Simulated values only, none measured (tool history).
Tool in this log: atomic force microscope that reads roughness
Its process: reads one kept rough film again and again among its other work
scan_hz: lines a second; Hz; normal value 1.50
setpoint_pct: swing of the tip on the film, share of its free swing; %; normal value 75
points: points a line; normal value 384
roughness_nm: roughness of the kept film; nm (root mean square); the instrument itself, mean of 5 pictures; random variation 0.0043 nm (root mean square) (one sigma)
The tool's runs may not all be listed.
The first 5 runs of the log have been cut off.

| run | hour | scan_hz | setpoint_pct | points | pictures with this tip | hours of work since the height scale was calibrated | roughness_nm |
|---|---|---|---|---|---|---|---|
|  | 100.5 | new tip fitted |
| 6 | 104.0 | 1.43 | 75 | 384 | 6 | 338 | 1.139 |
| 7 | 123.0 | 1.50 | 75 | 384 | 35 | 349 | 1.118 |
|  | 141.5 | new tip fitted |
| 8 | 143.2 | 1.50 | 75 | 384 | 2 | 359 | 1.148 |
| 9 | 161.8 | 1.50 | 75 | 384 | 32 | 369 | 1.130 |
|  | 181.5 | new tip fitted |
| 10 | 184.9 | 2.66 | 75 | 384 | 5 | 382 | 1.092 |
| 11 | 203.3 | 2.66 | 75 | 384 | 34 | 392 | 1.085 |
|  | 221.4 | new tip fitted |
| 12 | 228.7 | 2.66 | 75 | 384 | 11 | 405 | 1.082 |
| 13 | 250.8 | 2.66 | 75 | 384 | 46 | 417 | 1.071 |
|  | 261.2 | new tip fitted |
| 14 | 277.2 | 1.50 | 75 | 384 | 25 | 431 | 1.136 |
|  | 302.1 | new tip fitted |
| 15 | 302.8 | 2.94 | 75 | 384 | 1 | 445 | 1.090 |
| 16 | 330.3 | 1.50 | 75 | 384 | 44 | 460 | 1.130 |
|  | 341.7 | new tip fitted |
| 17 | 345.1 | 1.50 | 75 | 384 | 6 | 468 | 1.145 |
| 18 | 365.8 | 1.50 | 75 | 384 | 38 | 479 | 1.120 |
|  | 380.9 | new tip fitted |
| 19 | 394.1 | 1.50 | 75 | 384 | 21 | 494 | 1.142 |
|  | 420.6 | new tip fitted |
| 20 | 421.0 | 1.50 | 75 | 384 | 0 | 508 | 1.160 |
| 21 | 445.7 | 1.50 | 75 | 384 | 39 | 522 | 1.121 |
|  | 460.4 | new tip fitted |
| 22 | 464.3 | 0.52 | 62 | 889 | 6 | 531 | 1.206 |
| 23 | 485.4 | 0.56 | 70 | 408 | 40 | 543 | 1.181 |
|  | 499.4 | new tip fitted |
| 24 | 511.0 | 0.56 | 70 | 408 | 18 | 556 | 1.192 |

Forecast run 25:
| 25 | 527.1 | 0.56 | 70 | 408 | 43 | 565 | ? |

roughness_nm: 1.185 nm (root mean square)
Take away the tool's hidden state, keep the run-to-run variation as it was, and the same run would have given roughness_nm 1.198 nm (root mean square).

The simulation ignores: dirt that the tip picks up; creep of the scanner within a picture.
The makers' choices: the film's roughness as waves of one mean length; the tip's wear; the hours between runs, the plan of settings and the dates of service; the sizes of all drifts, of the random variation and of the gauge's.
